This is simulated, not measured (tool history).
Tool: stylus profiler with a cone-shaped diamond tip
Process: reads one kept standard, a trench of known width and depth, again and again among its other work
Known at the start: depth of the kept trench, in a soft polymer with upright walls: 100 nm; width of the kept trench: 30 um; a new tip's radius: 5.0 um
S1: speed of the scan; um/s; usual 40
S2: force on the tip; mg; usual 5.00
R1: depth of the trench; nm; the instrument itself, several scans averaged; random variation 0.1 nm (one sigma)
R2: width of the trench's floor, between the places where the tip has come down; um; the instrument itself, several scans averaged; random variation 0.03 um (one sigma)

Run 1, hour 0.0: usual settings. Result: R1 101.73 nm, R2 27.50 um.
Run 2, hour 16.3: usual settings but S2 2.04 mg. Result: R1 101.04 nm, R2 27.36 um.
Run 3, hour 38.6: usual settings but S2 2.04 mg. Result: R1 100.88 nm, R2 27.34 um.
Run 4, hour 51.3: usual settings but S2 2.04 mg. Result: R1 100.61 nm, R2 27.33 um.
Run 5, hour 64.8: usual settings but S2 2.04 mg. Result: R1 101.00 nm, R2 27.33 um.
Run 6, hour 84.3: usual settings but S2 2.04 mg. Result: R1 100.91 nm, R2 27.36 um.
Run 7, hour 113.6: usual settings but S1 27 um/s. Result: R1 101.77 nm, R2 27.48 um.
Run 8, hour 133.8: usual settings but S1 27 um/s. Result: R1 101.81 nm, R2 27.49 um.
Run 9, hour 150.9: usual settings. Result: R1 101.75 nm, R2 27.45 um.
Run 10, hour 181.6: usual settings. Result: R1 101.65 nm, R2 27.35 um.
Run 11, hour 203.6: usual settings but S1 109 um/s, S2 6.85 mg. Result: R1 102.18 nm, R2 27.16 um.
Run 12, hour 218.5: usual settings but S1 84 um/s, S2 6.11 mg. Result: R1 101.98 nm, R2 27.18 um.
Run 13, hour 248.4: usual settings but S1 34 um/s, S2 14.98 mg. Result: R1 103.95 nm, R2 27.44 um.
Run 14, hour 268.0: usual settings but S1 46 um/s, S2 7.45 mg. Result: R1 102.35 nm, R2 27.37 um.
Run 15, hour 284.8: usual settings but S1 17 um/s, S2 10.03 mg. Result: R1 103.04 nm, R2 27.47 um.
Run 16, hour 313.8: usual settings but S1 73 um/s, S2 12.15 mg. Result: R1 103.26 nm, R2 27.30 um.
Run 17, hour 335.6: usual settings but S1 77 um/s, S2 6.52 mg. Result: R1 102.11 nm, R2 27.16 um.
Run 18, hour 350.1: usual settings but S1 77 um/s, S2 6.52 mg. Result: R1 102.13 nm, R2 27.17 um.

4 ways to go on from here, each from the tool as it stands after run 18. What would each give?
Run A, hour 365.7: usual settings but S1 12 um/s, S2 4.19 mg. Result: R1 ?, R2 ?.
Run B, hour 365.7: usual settings but S1 11 um/s, S2 2.09 mg. Result: R1 ?, R2 ?.
Run C, hour 365.7: usual settings but S1 83 um/s, S2 4.23 mg. Result: R1 ?, R2 ?.
Run D, hour 365.7: usual settings but S1 30 um/s, S2 1.71 mg. Result: R1 ?, R2 ?.

run      R1     R2
  A  101.46  27.40
  B  100.70  27.40
  C  101.46  27.09
  D  100.73  27.26
Without the tool's hidden state the same runs would have given:
run      R1     R2
  A  101.81  27.96
  B  101.05  27.97
  C  101.81  27.65
  D  101.08  27.82
